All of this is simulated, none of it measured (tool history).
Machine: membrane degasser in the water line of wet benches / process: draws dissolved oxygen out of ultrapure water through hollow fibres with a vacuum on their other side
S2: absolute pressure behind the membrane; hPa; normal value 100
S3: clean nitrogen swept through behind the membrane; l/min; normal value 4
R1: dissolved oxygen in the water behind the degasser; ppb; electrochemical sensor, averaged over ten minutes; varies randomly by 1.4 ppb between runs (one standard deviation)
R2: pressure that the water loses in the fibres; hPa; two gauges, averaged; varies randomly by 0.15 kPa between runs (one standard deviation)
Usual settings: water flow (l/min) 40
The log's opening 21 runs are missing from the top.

Run 22, hour 898.7: usual settings but S2 78 hPa, S3 7.79 l/min. Result: R1 88 ppb, R2 265.8 hPa.
At hour 939.8: gauge calibrated.
Run 23, hour 939.8: usual settings but S2 78 hPa, S3 7.79 l/min. Result: R1 89.3 ppb, R2 259.2 hPa.
Run 24, hour 982: usual settings but S2 78 hPa, S3 7.79 l/min. Result: R1 88.4 ppb, R2 260.8 hPa.
Run 25, hour 1034.8: usual settings but S2 78 hPa, S3 7.79 l/min. Result: R1 87.4 ppb, R2 258.5 hPa.
Run 26, hour 1080.3: usual settings but S2 78 hPa, S3 1.67 l/min. Result: R1 263.2 ppb, R2 263.1 hPa.
Run 27, hour 1129.7: usual settings but water flow (l/min) 28, S3 1.69 l/min. Result: R1 264.3 ppb, R2 182.9 hPa.
Run 28, hour 1161.5: usual settings but water flow (l/min) 53, S2 203 hPa, S3 7.21 l/min. Result: R1 341.5 ppb, R2 347.1 hPa.
Run 29, hour 1188.3: usual settings but water flow (l/min) 62, S2 237 hPa, S3 2.52 l/min. Result: R1 1033.2 ppb, R2 407 hPa.
Run 30, hour 1230.8: usual settings but water flow (l/min) 62, S2 237 hPa, S3 2.52 l/min. Result: R1 1026.3 ppb, R2 406.5 hPa.
Run 31, hour 1266.5: usual settings but S2 102 hPa, S3 2.48 l/min. Result: R1 277.1 ppb, R2 263.2 hPa.

What if the next run were any one of these 4? Each begins from the tool's condition after run 31:
Run A, hour 1310.1: usual settings but water flow (l/min) 49, S2 82 hPa, S3 5.07 l/min. Result: R1 ?, R2 ?.
Run B, hour 1310.1: usual settings but S2 64 hPa, S3 2.48 l/min. Result: R1 ?, R2 ?.
Run C, hour 1310.1: usual settings but water flow (l/min) 60, S2 99 hPa, S3 2.81 l/min. Result: R1 ?, R2 ?.
Run D, hour 1310.1: usual settings but water flow (l/min) 58, S2 128 hPa, S3 2.32 l/min. Result: R1 ?, R2 ?.

run     R1     R2
  A  152.5  322.7
  B  147.9  264.2
  C  364.3  394.9
  D  544.3  384.8
Without the tool's hidden state the same runs would have given:
run     R1     R2
  A  152.5  318.9
  B  147.9  261.1
  C  364.1  390.2
  D  544.2  380.3

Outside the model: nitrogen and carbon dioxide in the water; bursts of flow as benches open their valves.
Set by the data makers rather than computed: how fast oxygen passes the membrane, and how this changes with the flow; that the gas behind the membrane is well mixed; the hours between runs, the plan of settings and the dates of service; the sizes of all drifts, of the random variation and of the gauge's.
